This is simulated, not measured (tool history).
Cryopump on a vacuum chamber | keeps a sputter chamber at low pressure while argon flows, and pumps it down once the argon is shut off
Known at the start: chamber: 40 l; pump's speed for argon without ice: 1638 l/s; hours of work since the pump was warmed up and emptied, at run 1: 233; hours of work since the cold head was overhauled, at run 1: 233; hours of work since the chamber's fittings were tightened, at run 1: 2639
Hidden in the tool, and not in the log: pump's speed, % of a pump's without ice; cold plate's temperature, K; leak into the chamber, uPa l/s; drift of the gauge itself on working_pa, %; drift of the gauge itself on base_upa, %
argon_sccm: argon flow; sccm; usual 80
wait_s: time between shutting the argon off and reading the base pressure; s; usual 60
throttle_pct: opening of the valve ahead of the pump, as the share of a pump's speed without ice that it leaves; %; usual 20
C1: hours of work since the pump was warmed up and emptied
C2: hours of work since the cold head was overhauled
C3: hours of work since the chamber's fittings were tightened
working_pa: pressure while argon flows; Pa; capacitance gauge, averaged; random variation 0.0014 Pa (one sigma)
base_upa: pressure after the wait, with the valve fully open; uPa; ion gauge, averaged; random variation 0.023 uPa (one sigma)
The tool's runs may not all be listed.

run 1 hour=0.0 | argon_sccm=80 wait_s=60 throttle_pct=20 | C1=233 C2=233 C3=2639 | working_pa=0.4236 base_upa=2.16
run 2 hour=38.7 | argon_sccm=80 wait_s=60 throttle_pct=20 | C1=252 C2=252 C3=2658 | working_pa=0.4225 base_upa=2.21
run 3 hour=69.8 | argon_sccm=80 wait_s=60 throttle_pct=20 | C1=267 C2=267 C3=2674 | working_pa=0.4226 base_upa=2.26
run 4 hour=99.9 | argon_sccm=80 wait_s=60 throttle_pct=20 | C1=282 C2=282 C3=2689 | working_pa=0.4247 base_upa=2.25
run 5 hour=131.7 | argon_sccm=80 wait_s=60 throttle_pct=20 | C1=298 C2=298 C3=2705 | working_pa=0.4261 base_upa=2.23
run 6 hour=175.8 | argon_sccm=80 wait_s=60 throttle_pct=20 | C1=320 C2=320 C3=2727 | working_pa=0.4293 base_upa=2.29
run 7 hour=208.2 | argon_sccm=80 wait_s=60 throttle_pct=20 | C1=337 C2=337 C3=2743 | working_pa=0.4248 base_upa=2.27
run 8 hour=246.0 | argon_sccm=157 wait_s=60 throttle_pct=19 | C1=355 C2=355 C3=2762 | working_pa=0.8801 base_upa=2.35
run 9 hour=280.0 | argon_sccm=157 wait_s=60 throttle_pct=19 | C1=372 C2=372 C3=2779 | working_pa=0.8857 base_upa=2.35
run 10 hour=299.0 | argon_sccm=156 wait_s=45 throttle_pct=20 | C1=382 C2=382 C3=2788 | working_pa=0.8389 base_upa=2.60
run 11 hour=336.0 | argon_sccm=156 wait_s=45 throttle_pct=20 | C1=400 C2=400 C3=2807 | working_pa=0.8406 base_upa=2.60
-- hour=365.3 pump warmed up, emptied and cooled again
run 12 hour=379.7 | argon_sccm=73 wait_s=33 throttle_pct=20 | C1=7 C2=420 C3=2826 | working_pa=0.3792 base_upa=2.54
run 13 hour=402.2 | argon_sccm=73 wait_s=33 throttle_pct=20 | C1=18 C2=431 C3=2837 | working_pa=0.3787 base_upa=2.65

4 ways to go on from here, each from the tool as it stands after run 13. What would each give?
run A hour=444.6 | argon_sccm=77 wait_s=28 throttle_pct=20 | C1=40 C2=452 C3=2858 | working_pa=? base_upa=?
run B hour=444.6 | argon_sccm=80 wait_s=47 throttle_pct=47 | C1=40 C2=452 C3=2858 | working_pa=? base_upa=?
run C hour=444.6 | argon_sccm=37 wait_s=28 throttle_pct=35 | C1=40 C2=452 C3=2858 | working_pa=? base_upa=?
run D hour=444.6 | argon_sccm=73 wait_s=33 throttle_pct=30 | C1=40 C2=452 C3=2858 | working_pa=? base_upa=?

run=A working_pa=0.3983 base_upa=2.76
run=B working_pa=0.1764 base_upa=2.26
run=C working_pa=0.1094 base_upa=2.70
run=D working_pa=0.2505 base_upa=2.62
Without the tool's hidden state the same runs would have given:
run=A working_pa=0.3967 base_upa=1.35
run=B working_pa=0.1747 base_upa=0.87
run=C working_pa=0.1086 base_upa=1.33
run=D working_pa=0.2490 base_upa=1.18
